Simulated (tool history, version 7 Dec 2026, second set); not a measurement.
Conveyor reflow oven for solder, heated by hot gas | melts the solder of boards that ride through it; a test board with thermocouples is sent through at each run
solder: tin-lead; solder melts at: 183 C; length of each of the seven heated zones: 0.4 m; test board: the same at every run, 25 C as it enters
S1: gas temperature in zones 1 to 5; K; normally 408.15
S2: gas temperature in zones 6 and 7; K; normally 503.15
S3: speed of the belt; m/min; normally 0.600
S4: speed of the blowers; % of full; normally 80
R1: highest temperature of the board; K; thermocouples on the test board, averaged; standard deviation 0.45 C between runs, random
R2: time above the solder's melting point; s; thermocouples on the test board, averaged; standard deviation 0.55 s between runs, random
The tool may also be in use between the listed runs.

| run | hour | S1 | S2 | S3 | S4 | R1 | R2 |
|---|---|---|---|---|---|---|---|
| 1 | 0.0 | 408.15 | 503.15 | 0.600 | 80 | 484.65 | 53.7 |
| 2 | 10.6 | 408.15 | 503.15 | 0.600 | 80 | 484.55 | 53.3 |
| 3 | 24.8 | 408.15 | 503.15 | 0.600 | 80 | 484.95 | 53.1 |
| 4 | 43.9 | 408.15 | 503.15 | 0.600 | 80 | 483.65 | 52.9 |
| 5 | 61.3 | 408.15 | 503.15 | 0.600 | 80 | 483.75 | 52.5 |
| 6 | 73.0 | 404.15 | 503.15 | 0.600 | 80 | 483.25 | 51.2 |
| 7 | 88.8 | 404.15 | 503.15 | 0.600 | 80 | 482.85 | 50.8 |
| 8 | 100.4 | 408.15 | 503.15 | 0.600 | 70 | 481.55 | 50.2 |
| 9 | 110.5 | 408.15 | 503.15 | 0.661 | 80 | 480.65 | 43.2 |
| 10 | 127.5 | 408.15 | 503.15 | 0.661 | 80 | 480.75 | 44.4 |
| 11 | 139.2 | 408.15 | 503.15 | 0.661 | 80 | 480.95 | 43.8 |
| 12 | 150.5 | 408.15 | 503.15 | 0.600 | 76 | 481.85 | 51.4 |
|  | 155.3 | belt drive overhauled, speed set with a stopwatch |
| 13 | 165.9 | 399.15 | 503.15 | 0.600 | 80 | 481.35 | 47.0 |
| 14 | 182.2 | 417.15 | 510.15 | 0.600 | 80 | 490.05 | 62.9 |
| 15 | 194.1 | 417.15 | 510.15 | 0.600 | 80 | 491.35 | 62.7 |
|  | 202.0 | flux residue cleaned out of gas plates and filters |
| 16 | 210.0 | 419.15 | 514.15 | 0.545 | 51 | 490.55 | 70.4 |
| 17 | 218.0 | 408.15 | 503.15 | 0.600 | 79 | 484.45 | 52.8 |
| 18 | 234.3 | 408.15 | 503.15 | 0.600 | 79 | 484.25 | 53.9 |
|  | 240.8 | belt drive overhauled, speed set with a stopwatch, once more |
| 19 | 253.9 | 413.15 | 509.15 | 0.558 | 90 | 494.25 | 68.9 |
| 20 | 272.5 | 413.15 | 509.15 | 0.558 | 90 | 494.55 | 69.3 |

For run 21, what comes out?
| 21 | 282.9 | 395.15 | 499.15 | 0.600 | 51 | ? | ? |

Run 21 gave R1 470.45 K, R2 28.7 s.
On a tool with no hidden condition, and with the same random variation, this run would have come out at R1 472.75 K, R2 32.2 s.
